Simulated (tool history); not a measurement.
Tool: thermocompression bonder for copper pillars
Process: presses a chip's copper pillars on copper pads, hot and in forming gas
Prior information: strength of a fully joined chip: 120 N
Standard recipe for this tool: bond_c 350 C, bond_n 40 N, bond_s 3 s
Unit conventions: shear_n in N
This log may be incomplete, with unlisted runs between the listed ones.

run   hour  bond_c  bond_n  bond_s  shear_n
  1    0.0     350      40       3     79.7
  2    6.6     348      40       3     78.6
  3   15.0     348      40       3     79.0
  4   26.4     348      40       3     78.5
      29.0  -- heater calibrated with a thermocouple chip
  5   40.8     348      40       3     79.2
  6   46.8     348      40       3     79.0
  7   53.3     350      40       3     79.5
  8   62.9     350      40       3     79.3
  9   68.3     333      40       3     72.4
 10   75.0     350      40       4     86.0
      78.4  -- heater calibrated with a thermocouple chip, once more
 11   87.7     350      27       3     65.6
 12   98.6     341      44       6     92.0
 13  107.9     341      44       6     91.7
 14  118.3     341      44       6     91.3

Hidden state or all else? Some run-to-run changes of shear_n, split into what the settings, what came in and random variation would give without the hidden state, and what is left for the hidden state (with any gauge scatter that isn't in both results):
Hidden state present: true temperature of the bond over the reading, C; force that reaches the chip, % of what is set; oxide that the forming gas leaves, % of the face; drift of the gauge itself on shear_n, %.
Run 11 -> 12: bond_c 350 -> 341, bond_n 27 -> 44, bond_s 3 -> 6. shear_n +26.4 N: hidden state -0.8, all else +27.2.
